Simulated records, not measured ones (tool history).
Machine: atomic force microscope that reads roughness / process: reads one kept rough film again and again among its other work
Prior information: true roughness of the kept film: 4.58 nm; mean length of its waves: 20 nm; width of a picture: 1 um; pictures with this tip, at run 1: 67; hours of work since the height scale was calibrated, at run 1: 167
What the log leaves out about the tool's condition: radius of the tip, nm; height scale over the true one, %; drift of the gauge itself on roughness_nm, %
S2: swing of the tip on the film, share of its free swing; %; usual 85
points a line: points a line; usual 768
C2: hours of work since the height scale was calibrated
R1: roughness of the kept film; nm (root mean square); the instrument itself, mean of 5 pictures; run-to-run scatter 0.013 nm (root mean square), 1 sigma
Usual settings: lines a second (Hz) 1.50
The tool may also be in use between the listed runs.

{"run": 1, "day": 0.0, "lines a second (Hz)": 1.5, "S2": 85, "points a line": 768, "pictures with this tip": 67, "C2": 167, "R1": 2.78}
{"run": 2, "day": 0.367, "lines a second (Hz)": 1.5, "S2": 85, "points a line": 768, "pictures with this tip": 74, "C2": 171, "R1": 2.691}
{"run": 3, "day": 0.612, "lines a second (Hz)": 1.5, "S2": 85, "points a line": 768, "pictures with this tip": 78, "C2": 173, "R1": 2.668}
{"run": 4, "day": 0.971, "lines a second (Hz)": 1.5, "S2": 85, "points a line": 768, "pictures with this tip": 85, "C2": 177, "R1": 2.665}
{"run": 5, "day": 1.3, "lines a second (Hz)": 1.5, "S2": 85, "points a line": 768, "pictures with this tip": 91, "C2": 181, "R1": 2.629}
{"run": 6, "day": 1.483, "lines a second (Hz)": 1.5, "S2": 85, "points a line": 768, "pictures with this tip": 94, "C2": 183, "R1": 2.617}
{"day": 1.742, "done": "new tip fitted"}
{"run": 7, "day": 1.746, "lines a second (Hz)": 1.5, "S2": 85, "points a line": 768, "pictures with this tip": 0, "C2": 185, "R1": 3.119}
{"run": 8, "day": 2.038, "lines a second (Hz)": 1.5, "S2": 85, "points a line": 768, "pictures with this tip": 5, "C2": 189, "R1": 3.123}
{"day": 2.125, "done": "height scale calibrated on a step standard"}
{"run": 9, "day": 2.308, "lines a second (Hz)": 1.39, "S2": 85, "points a line": 768, "pictures with this tip": 9, "C2": 2, "R1": 3.133}
{"run": 10, "day": 2.721, "lines a second (Hz)": 1.39, "S2": 85, "points a line": 768, "pictures with this tip": 17, "C2": 7, "R1": 3.056}
{"run": 11, "day": 3.167, "lines a second (Hz)": 1.39, "S2": 70, "points a line": 768, "pictures with this tip": 25, "C2": 11, "R1": 3.253}
{"run": 12, "day": 3.4, "lines a second (Hz)": 1.72, "S2": 85, "points a line": 768, "pictures with this tip": 29, "C2": 14, "R1": 2.879}
{"run": 13, "day": 3.721, "lines a second (Hz)": 1.5, "S2": 85, "points a line": 768, "pictures with this tip": 35, "C2": 17, "R1": 2.92}
{"run": 14, "day": 3.925, "lines a second (Hz)": 1.5, "S2": 85, "points a line": 768, "pictures with this tip": 39, "C2": 20, "R1": 2.902}
{"day": 4.075, "done": "height scale calibrated on a step standard, once more"}
{"run": 15, "day": 4.325, "lines a second (Hz)": 2.44, "S2": 85, "points a line": 678, "pictures with this tip": 45, "C2": 3, "R1": 2.592}
{"run": 16, "day": 4.679, "lines a second (Hz)": 1.71, "S2": 76, "points a line": 918, "pictures with this tip": 52, "C2": 7, "R1": 2.941}
{"run": 17, "day": 4.967, "lines a second (Hz)": 1.5, "S2": 70, "points a line": 969, "pictures with this tip": 57, "C2": 10, "R1": 3.056}
{"run": 18, "day": 5.388, "lines a second (Hz)": 1.5, "S2": 70, "points a line": 969, "pictures with this tip": 65, "C2": 14, "R1": 3.011}

Estimate the outcome of run 19 from the log above:
{"run": 19, "day": 5.662, "lines a second (Hz)": 1.25, "S2": 85, "points a line": 365, "pictures with this tip": 70, "C2": 17, "R1": "?"}

{"run 19": {"R1": 2.737}}
With no hidden state in the tool, this same run would have given R1 3.154 nm (root mean square).

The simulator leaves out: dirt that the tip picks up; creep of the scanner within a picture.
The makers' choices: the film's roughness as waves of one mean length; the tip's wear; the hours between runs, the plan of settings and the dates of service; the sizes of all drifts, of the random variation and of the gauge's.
